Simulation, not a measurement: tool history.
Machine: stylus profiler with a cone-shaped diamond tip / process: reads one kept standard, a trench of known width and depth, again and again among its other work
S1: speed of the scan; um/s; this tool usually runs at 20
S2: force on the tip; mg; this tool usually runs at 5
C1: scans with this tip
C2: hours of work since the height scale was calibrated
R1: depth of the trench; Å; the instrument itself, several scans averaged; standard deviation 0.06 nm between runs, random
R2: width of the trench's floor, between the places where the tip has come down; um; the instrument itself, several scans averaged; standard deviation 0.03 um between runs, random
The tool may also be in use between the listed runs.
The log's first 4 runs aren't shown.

run     day  S1     S2    C1   C2      R1     R2
  5   3.683  20      5   503   59    2049  98.17
  6   4.258  20  13.08   561   66  2091.7   98.2
  7   5.267  20  13.08   664   78  2092.3  98.17
  8   6.383  20  13.08   778   91  2092.3   98.2
  9   7.004  62      5   841   99  2047.4  97.95
 10   8.046  20      5   947  111  2049.2  98.15
 11    8.55  20    4.2   998  117  2043.3  98.12
 12   9.712  20    4.2  1116  131    2043  98.14
 13  10.942  20    4.2  1242  146  2042.2  98.14
 14  11.975  76      5  1347  158    2047  97.83
 15  13.192  76      5  1470  172  2047.8  97.88
 16  14.083   6      5  1561  183  2046.8  98.18
 17  14.858  20      5  1640  192  2047.2  98.15
 18  15.921  20      5  1748  205  2047.1   98.1
 19  16.829  20      5  1841  216  2046.4  98.14
 20      18  20      5  1960  230  2046.5  98.19
 21  19.129  20      5  2075  243  2046.2  98.07
 22  20.146  20      5  2179  255  2046.1  98.11
 23  21.262  20      5  2292  269  2046.2  98.08
 24  22.417  20      5  2410  282  2045.8  98.06
 25  23.042  12   2.28  2473  290  2025.4  98.07
 26  24.146   6   1.84  2586  303  2022.1  98.13
 27  25.329  20   3.37  2706  317  2034.7  98.11
 28  26.171  20   3.37  2792  327  2035.5  98.05
 29  26.788   6   1.96  2854  335  2023.9  98.08

Run 30 has not been measured yet. What should we expect?
 30  27.638  22  6.62  2941  345   ?   ?

Run 30 gave R1 2056.2 Å, R2 98.06 um.
With no hidden state in the tool, this same run would have given R1 2058.8 Å, R2 98.17 um.

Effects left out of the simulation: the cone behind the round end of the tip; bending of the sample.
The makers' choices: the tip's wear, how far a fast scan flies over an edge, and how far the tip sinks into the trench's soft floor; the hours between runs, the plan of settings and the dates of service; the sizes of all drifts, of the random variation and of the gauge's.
